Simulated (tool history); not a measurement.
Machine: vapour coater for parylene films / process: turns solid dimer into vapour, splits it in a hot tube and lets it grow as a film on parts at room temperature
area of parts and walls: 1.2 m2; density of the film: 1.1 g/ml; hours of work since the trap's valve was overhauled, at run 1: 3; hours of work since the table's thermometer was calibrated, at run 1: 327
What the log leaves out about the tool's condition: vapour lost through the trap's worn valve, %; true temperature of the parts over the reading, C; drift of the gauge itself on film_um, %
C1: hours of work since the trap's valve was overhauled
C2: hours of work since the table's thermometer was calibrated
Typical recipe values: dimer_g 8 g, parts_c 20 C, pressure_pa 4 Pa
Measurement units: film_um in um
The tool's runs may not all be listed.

run 1 hour=0 | dimer_g=8 parts_c=20 pressure_pa=4 | C1=3 C2=327 | film_um=3
run 2 hour=21 | dimer_g=8 parts_c=20 pressure_pa=4 | C1=21 C2=344 | film_um=2.99
run 3 hour=44.4 | dimer_g=8 parts_c=20 pressure_pa=4 | C1=40 C2=364 | film_um=2.91
run 4 hour=76.5 | dimer_g=3 parts_c=20 pressure_pa=4 | C1=68 C2=392 | film_um=1.11
run 5 hour=110.2 | dimer_g=3 parts_c=20 pressure_pa=4 | C1=96 C2=420 | film_um=1.07
run 6 hour=125.8 | dimer_g=3 parts_c=20 pressure_pa=4 | C1=110 C2=433 | film_um=1.07
run 7 hour=148 | dimer_g=8 parts_c=20 pressure_pa=4 | C1=129 C2=452 | film_um=2.83
run 8 hour=173.2 | dimer_g=8 parts_c=20 pressure_pa=4 | C1=150 C2=474 | film_um=2.77
run 9 hour=204 | dimer_g=8 parts_c=20 pressure_pa=4 | C1=176 C2=500 | film_um=2.7
run 10 hour=232.4 | dimer_g=8 parts_c=20 pressure_pa=4 | C1=200 C2=524 | film_um=2.71
run 11 hour=253.9 | dimer_g=8 parts_c=20 pressure_pa=6.45 | C1=219 C2=542 | film_um=2.68
run 12 hour=288.5 | dimer_g=8 parts_c=20 pressure_pa=6.45 | C1=248 C2=572 | film_um=2.53
run 13 hour=304.5 | dimer_g=8 parts_c=20 pressure_pa=4 | C1=262 C2=585 | film_um=2.64
run 14 hour=329.3 | dimer_g=8 parts_c=20 pressure_pa=4 | C1=283 C2=606 | film_um=2.63
-- hour=357.4 trap's valve overhauled
run 15 hour=364.1 | dimer_g=8 parts_c=14 pressure_pa=4 | C1=6 C2=633 | film_um=2.73
run 16 hour=378.7 | dimer_g=8 parts_c=14 pressure_pa=4 | C1=18 C2=645 | film_um=2.69
run 17 hour=393.3 | dimer_g=8 parts_c=26 pressure_pa=4 | C1=31 C2=657 | film_um=2.14
run 18 hour=410.5 | dimer_g=12 parts_c=20 pressure_pa=4 | C1=45 C2=672 | film_um=3.55
run 19 hour=428.6 | dimer_g=12 parts_c=20 pressure_pa=4 | C1=61 C2=687 | film_um=3.55
run 20 hour=450.2 | dimer_g=12 parts_c=20 pressure_pa=4 | C1=79 C2=706 | film_um=3.48
-- hour=483.7 trap's valve overhauled, once more
run 21 hour=485.2 | dimer_g=12 parts_c=29 pressure_pa=4 | C1=1 C2=732 | film_um=3.74
run 22 hour=513.4 | dimer_g=12 parts_c=29 pressure_pa=4 | C1=25 C2=756 | film_um=3.76
run 23 hour=540.4 | dimer_g=5 parts_c=20 pressure_pa=4 | C1=48 C2=779 | film_um=1.8
run 24 hour=574.4 | dimer_g=4 parts_c=20 pressure_pa=6.54 | C1=77 C2=808 | film_um=1.38
run 25 hour=595.4 | dimer_g=3 parts_c=30 pressure_pa=5.45 | C1=95 C2=826 | film_um=0.89
run 26 hour=621 | dimer_g=3 parts_c=30 pressure_pa=5.45 | C1=117 C2=848 | film_um=0.88
run 27 hour=654.6 | dimer_g=3 parts_c=25 pressure_pa=7.91 | C1=145 C2=876 | film_um=0.89
run 28 hour=681.7 | dimer_g=3 parts_c=25 pressure_pa=7.91 | C1=168 C2=899 | film_um=0.88
run 29 hour=713.7 | dimer_g=3 parts_c=25 pressure_pa=2.06 | C1=196 C2=926 | film_um=0.99
run 30 hour=736.2 | dimer_g=3 parts_c=25 pressure_pa=2.06 | C1=215 C2=946 | film_um=1.04
run 31 hour=758 | dimer_g=8 parts_c=26 pressure_pa=8.74 | C1=233 C2=964 | film_um=2.22
run 32 hour=788 | dimer_g=8 parts_c=17 pressure_pa=2.9 | C1=259 C2=990 | film_um=2.82
run 33 hour=811.4 | dimer_g=12 parts_c=27 pressure_pa=3.48 | C1=279 C2=1009 | film_um=3.46
run 34 hour=835 | dimer_g=6 parts_c=27 pressure_pa=4.95 | C1=299 C2=1029 | film_um=1.66
-- hour=843.3 trap's valve overhauled
run 35 hour=857.3 | dimer_g=4 parts_c=20 pressure_pa=4 | C1=12 C2=1045 | film_um=1.49
run 36 hour=880.2 | dimer_g=8 parts_c=29 pressure_pa=3.34 | C1=31 C2=1065 | film_um=2.52
run 37 hour=910.9 | dimer_g=4 parts_c=15 pressure_pa=2.57 | C1=57 C2=1091 | film_um=1.59
run 38 hour=927.5 | dimer_g=4 parts_c=15 pressure_pa=2.57 | C1=72 C2=1105 | film_um=1.62
run 39 hour=949.2 | dimer_g=3 parts_c=18 pressure_pa=8.78 | C1=90 C2=1123 | film_um=1.05
run 40 hour=983.5 | dimer_g=6 parts_c=22 pressure_pa=7.06 | C1=119 C2=1152 | film_um=1.98
run 41 hour=1013 | dimer_g=9 parts_c=15 pressure_pa=4 | C1=144 C2=1177 | film_um=3.39
run 42 hour=1037.9 | dimer_g=11 parts_c=23 pressure_pa=2.96 | C1=165 C2=1199 | film_um=3.65
run 43 hour=1062.5 | dimer_g=3 parts_c=24 pressure_pa=9.85 | C1=186 C2=1220 | film_um=0.88
-- hour=1070 table's thermometer calibrated
run 44 hour=1096.7 | dimer_g=9 parts_c=12 pressure_pa=4.26 | C1=215 C2=23 | film_um=3.54
run 45 hour=1128.4 | dimer_g=13 parts_c=31 pressure_pa=4.26 | C1=241 C2=50 | film_um=3.5
run 46 hour=1142.8 | dimer_g=13 parts_c=31 pressure_pa=4.26 | C1=254 C2=62 | film_um=3.45

Same runs, no hidden state in the tool, same run-to-run variation:
run=1 film_um=3.03
run=2 film_um=3.04
run=3 film_um=2.98
run=4 film_um=1.15
run=5 film_um=1.12
run=6 film_um=1.13
run=7 film_um=3.03
run=8 film_um=3
run=9 film_um=2.96
run=10 film_um=3.01
run=11 film_um=3
run=12 film_um=2.88
run=13 film_um=3.03
run=14 film_um=3.04
run=15 film_um=3.41
run=16 film_um=3.38
run=17 film_um=2.71
run=18 film_um=4.53
run=19 film_um=4.56
run=20 film_um=4.52
run=21 film_um=3.78
run=22 film_um=3.85
run=23 film_um=1.86
run=24 film_um=1.44
run=25 film_um=0.94
run=26 film_um=0.94
run=27 film_um=0.97
run=28 film_um=0.97
run=29 film_um=1.1
run=30 film_um=1.16
run=31 film_um=2.52
run=32 film_um=3.25
run=33 film_um=4.01
run=34 film_um=1.95
run=35 film_um=1.53
run=36 film_um=2.61
run=37 film_um=1.67
run=38 film_um=1.71
run=39 film_um=1.12
run=40 film_um=2.14
run=41 film_um=3.71
run=42 film_um=4.03
run=43 film_um=0.98
run=44 film_um=3.96
run=45 film_um=3.96
run=46 film_um=3.94
